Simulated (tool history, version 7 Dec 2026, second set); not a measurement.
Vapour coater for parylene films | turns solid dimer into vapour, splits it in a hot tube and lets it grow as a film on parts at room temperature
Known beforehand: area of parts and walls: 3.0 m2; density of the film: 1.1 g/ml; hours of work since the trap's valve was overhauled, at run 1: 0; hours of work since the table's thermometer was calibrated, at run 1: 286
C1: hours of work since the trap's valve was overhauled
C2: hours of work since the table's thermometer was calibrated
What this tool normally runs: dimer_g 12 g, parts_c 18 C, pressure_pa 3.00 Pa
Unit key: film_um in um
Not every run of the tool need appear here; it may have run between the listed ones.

run 1 hour=0.0 | dimer_g=12 parts_c=18 pressure_pa=3.00 | C1=0 C2=286 | film_um=2.08
run 2 hour=11.4 | dimer_g=12 parts_c=18 pressure_pa=3.00 | C1=7 C2=294 | film_um=2.10
run 3 hour=29.9 | dimer_g=12 parts_c=18 pressure_pa=3.00 | C1=19 C2=305 | film_um=2.08
run 4 hour=54.6 | dimer_g=12 parts_c=18 pressure_pa=3.00 | C1=34 C2=321 | film_um=2.06
run 5 hour=74.4 | dimer_g=12 parts_c=18 pressure_pa=3.00 | C1=47 C2=333 | film_um=2.06
run 6 hour=97.0 | dimer_g=12 parts_c=18 pressure_pa=3.00 | C1=61 C2=348 | film_um=2.06
run 7 hour=122.1 | dimer_g=12 parts_c=18 pressure_pa=7.74 | C1=77 C2=363 | film_um=1.95
run 8 hour=136.3 | dimer_g=12 parts_c=18 pressure_pa=7.74 | C1=86 C2=372 | film_um=1.92
run 9 hour=159.7 | dimer_g=12 parts_c=18 pressure_pa=7.74 | C1=101 C2=387 | film_um=1.95
run 10 hour=183.9 | dimer_g=12 parts_c=16 pressure_pa=7.74 | C1=116 C2=402 | film_um=2.11
run 11 hour=207.9 | dimer_g=12 parts_c=16 pressure_pa=7.74 | C1=131 C2=417 | film_um=2.09
run 12 hour=226.1 | dimer_g=12 parts_c=16 pressure_pa=7.74 | C1=142 C2=429 | film_um=2.08
run 13 hour=244.7 | dimer_g=12 parts_c=18 pressure_pa=4.20 | C1=154 C2=441 | film_um=1.99
run 14 hour=262.6 | dimer_g=8 parts_c=18 pressure_pa=2.43 | C1=165 C2=452 | film_um=1.36
run 15 hour=288.0 | dimer_g=8 parts_c=18 pressure_pa=2.43 | C1=181 C2=468 | film_um=1.36
run 16 hour=305.4 | dimer_g=6 parts_c=27 pressure_pa=2.43 | C1=192 C2=479 | film_um=0.67
run 17 hour=328.1 | dimer_g=6 parts_c=27 pressure_pa=2.43 | C1=207 C2=493 | film_um=0.68

Forecast each of these 4 alternatives for the next run:
run A hour=353.0 | dimer_g=6 parts_c=28 pressure_pa=4.36 | C1=222 C2=509 | film_um=?
run B hour=353.0 | dimer_g=6 parts_c=15 pressure_pa=8.31 | C1=222 C2=509 | film_um=?
run C hour=353.0 | dimer_g=6 parts_c=13 pressure_pa=2.43 | C1=222 C2=509 | film_um=?
run D hour=353.0 | dimer_g=20 parts_c=27 pressure_pa=2.53 | C1=222 C2=509 | film_um=?

run=A film_um=0.62
run=B film_um=1.06
run=C film_um=1.24
run=D film_um=2.29
Stripped of hidden state, with their random variation kept, the same runs would have yielded:
run=A film_um=0.66
run=B film_um=1.12
run=C film_um=1.30
run=D film_um=2.41
